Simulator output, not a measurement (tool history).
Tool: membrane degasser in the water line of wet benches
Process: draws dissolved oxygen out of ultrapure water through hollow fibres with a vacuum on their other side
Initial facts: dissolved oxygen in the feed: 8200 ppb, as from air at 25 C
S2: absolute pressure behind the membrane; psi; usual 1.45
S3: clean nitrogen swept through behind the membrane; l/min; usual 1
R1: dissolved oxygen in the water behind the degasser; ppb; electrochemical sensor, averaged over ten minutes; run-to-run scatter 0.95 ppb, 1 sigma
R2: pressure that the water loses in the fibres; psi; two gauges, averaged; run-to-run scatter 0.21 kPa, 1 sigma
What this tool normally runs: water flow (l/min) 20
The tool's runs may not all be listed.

{"run": 1, "hour": 0.0, "water flow (l/min)": 20, "S2": 1.45, "S3": 1, "R1": 298.5, "R2": 7.134}
{"run": 2, "hour": 46.4, "water flow (l/min)": 20, "S2": 1.45, "S3": 1, "R1": 298.9, "R2": 7.176}
{"run": 3, "hour": 75.2, "water flow (l/min)": 20, "S2": 1.45, "S3": 1, "R1": 297.8, "R2": 7.129}
{"run": 4, "hour": 104.0, "water flow (l/min)": 20, "S2": 1.45, "S3": 1, "R1": 297.2, "R2": 7.145}
{"run": 5, "hour": 135.6, "water flow (l/min)": 20, "S2": 1.45, "S3": 1, "R1": 300, "R2": 7.174}
{"run": 6, "hour": 159.7, "water flow (l/min)": 20, "S2": 1.45, "S3": 1, "R1": 296.9, "R2": 7.139}
{"run": 7, "hour": 191.3, "water flow (l/min)": 20, "S2": 1.45, "S3": 1, "R1": 298.9, "R2": 7.129}
{"run": 8, "hour": 212.8, "water flow (l/min)": 20, "S2": 1.45, "S3": 1, "R1": 298.1, "R2": 7.166}
{"run": 9, "hour": 242.7, "water flow (l/min)": 20, "S2": 1.45, "S3": 1, "R1": 300.3, "R2": 7.156}
{"run": 10, "hour": 279.7, "water flow (l/min)": 20, "S2": 1.45, "S3": 1, "R1": 298, "R2": 7.114}
{"run": 11, "hour": 318.4, "water flow (l/min)": 20, "S2": 1.45, "S3": 1, "R1": 298.5, "R2": 7.172}
{"run": 12, "hour": 345.5, "water flow (l/min)": 20, "S2": 1.45, "S3": 1, "R1": 298.6, "R2": 7.133}
{"run": 13, "hour": 386.6, "water flow (l/min)": 31, "S2": 1.45, "S3": 1, "R1": 436.2, "R2": 11.055}
{"run": 14, "hour": 431.1, "water flow (l/min)": 31, "S2": 1.45, "S3": 1, "R1": 436.8, "R2": 11.09}
{"run": 15, "hour": 451.8, "water flow (l/min)": 19, "S2": 1.45, "S3": 1, "R1": 283.4, "R2": 6.792}
{"run": 16, "hour": 476.6, "water flow (l/min)": 20, "S2": 1.45, "S3": 0.46, "R1": 556.4, "R2": 7.098}
{"run": 17, "hour": 500.1, "water flow (l/min)": 22, "S2": 1.45, "S3": 0.42, "R1": 636.3, "R2": 7.778}
{"run": 18, "hour": 537.9, "water flow (l/min)": 22, "S2": 1.38, "S3": 0.82, "R1": 353.7, "R2": 7.873}
{"run": 19, "hour": 579.7, "water flow (l/min)": 22, "S2": 1.38, "S3": 0.82, "R1": 354.3, "R2": 7.79}
{"run": 20, "hour": 626.3, "water flow (l/min)": 22, "S2": 2.23, "S3": 1.52, "R1": 396.3, "R2": 7.806}
{"run": 21, "hour": 658.1, "water flow (l/min)": 32, "S2": 1.02, "S3": 0.61, "R1": 378.9, "R2": 11.462}
{"run": 22, "hour": 682.9, "water flow (l/min)": 32, "S2": 1.02, "S3": 0.61, "R1": 378.4, "R2": 11.41}
{"run": 23, "hour": 705.6, "water flow (l/min)": 22, "S2": 1.45, "S3": 1.22, "R1": 273.9, "R2": 7.886}
{"run": 24, "hour": 735.1, "water flow (l/min)": 31, "S2": 1.45, "S3": 1.53, "R1": 310.7, "R2": 11.137}
{"run": 25, "hour": 760.2, "water flow (l/min)": 14, "S2": 1.45, "S3": 1.41, "R1": 158, "R2": 5.007}
{"run": 26, "hour": 783.4, "water flow (l/min)": 28, "S2": 2.58, "S3": 2.33, "R1": 402.5, "R2": 9.957}
{"run": 27, "hour": 828.8, "water flow (l/min)": 23, "S2": 2.31, "S3": 0.9, "R1": 657, "R2": 8.186}
{"run": 28, "hour": 852.5, "water flow (l/min)": 23, "S2": 2.31, "S3": 0.9, "R1": 659.6, "R2": 8.238}
{"run": 29, "hour": 889.9, "water flow (l/min)": 20, "S2": 2.16, "S3": 2.03, "R1": 269.2, "R2": 7.145}
{"run": 30, "hour": 924.9, "water flow (l/min)": 20, "S2": 1.45, "S3": 1.39, "R1": 223.4, "R2": 7.171}
{"run": 31, "hour": 965.2, "water flow (l/min)": 31, "S2": 1.54, "S3": 1, "R1": 472.1, "R2": 11.116}

Withheld: 1 entry from between the runs. Position of each, and hidden state at the listed run before versus the listed run after:
Between runs 12 and 13: vacuum gauge calibrated (hour 379.3)
  no hidden state differs between the two runs
